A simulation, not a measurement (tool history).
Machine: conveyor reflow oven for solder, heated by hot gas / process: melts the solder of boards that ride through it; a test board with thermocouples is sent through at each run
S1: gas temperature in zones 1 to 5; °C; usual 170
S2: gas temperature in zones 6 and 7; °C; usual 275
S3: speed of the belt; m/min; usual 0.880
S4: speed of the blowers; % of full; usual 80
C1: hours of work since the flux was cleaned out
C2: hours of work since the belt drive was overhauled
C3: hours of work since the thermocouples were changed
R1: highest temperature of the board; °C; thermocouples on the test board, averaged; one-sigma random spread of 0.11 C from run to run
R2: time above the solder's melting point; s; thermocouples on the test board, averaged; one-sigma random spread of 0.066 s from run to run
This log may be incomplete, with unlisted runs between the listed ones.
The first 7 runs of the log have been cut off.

run   hour   S1   S2     S3  S4   C1   C2   C3     R1     R2
  8  183.8  170  275  0.733  87   20  614  449  265.4  56.45
  9  214.9  170  275  0.880  80   37  632  467  259.3  43.77
 10  235.5  170  275  0.880  80   49  644  479  259.1  43.88
 11  263.6  170  267  0.880  80   65  660  495  251.6  40.42
 12  282.3  170  275  0.880  80   76  671  506  259.2  43.71
 13  299.4  170  280  0.880  80   86  681  516  263.6  45.62
 14  327.5  170  275  0.880  80  102  697  532  258.7  43.73
     336.2  -- flux residue cleaned out of gas plates and filters, once more
 15  360.8  170  275  0.880  69   14  713  548  259.0  43.81
 16  392.9  170  275  0.754  80   33  732  567  265.0  54.79
 17  416.3  162  289  0.754  86   46  745  580  278.3  57.83
 18  436.0  162  265  0.732  86   57  756  591  256.0  50.98
 19  457.1  162  265  0.732  86   69  768  603  256.0  51.06
 20  489.9  174  287  0.956  84   88  787  622  269.7  45.01
 21  521.2  174  266  0.956  84  106  805  640  251.0  37.82
 22  536.4  181  275  0.853  80  115  814  649  262.7  49.98
 23  568.4  170  272  0.880  80  133  832  667  257.6  43.43
 24  590.7  170  275  0.880  65  146  845  680  257.5  43.13
 25  618.1  179  288  0.752  69  162  861  696  276.1  61.20
     630.7  -- flux residue cleaned out of gas plates and filters
 26  653.6  179  288  0.752  69   13  878  714  277.0  61.50
 27  681.5  170  288  0.880  80   29  894  730  272.7  49.20
 28  704.5  172  267  0.723  67   42  908  743  256.9  54.35
 29  732.4  172  267  0.723  67   58  924  759  256.8  54.17
 30  746.0  172  267  0.723  67   66  932  767  256.7  54.30
 31  770.3  172  267  0.723  67   80  945  781  256.7  54.20
 32  798.0  172  290  0.723  87   96  961  796  280.8  63.44

What if the next run were any one of these 3? Each begins from the tool's condition after run 32:
  A  829.1  170  279  0.742  59  114  979  814   ?   ?
  B  829.1  170  275  0.780  80  114  979  814   ?   ?
  C  829.1  172  290  0.723  86  114  979  814   ?   ?

run     R1     R2
  A  265.7  56.00
  B  263.6  52.75
  C  280.7  63.55
With the hidden condition removed and each run's random variation left untouched, the same runs would have given:
run     R1     R2
  A  266.4  55.19
  B  264.4  52.05
  C  281.5  62.55

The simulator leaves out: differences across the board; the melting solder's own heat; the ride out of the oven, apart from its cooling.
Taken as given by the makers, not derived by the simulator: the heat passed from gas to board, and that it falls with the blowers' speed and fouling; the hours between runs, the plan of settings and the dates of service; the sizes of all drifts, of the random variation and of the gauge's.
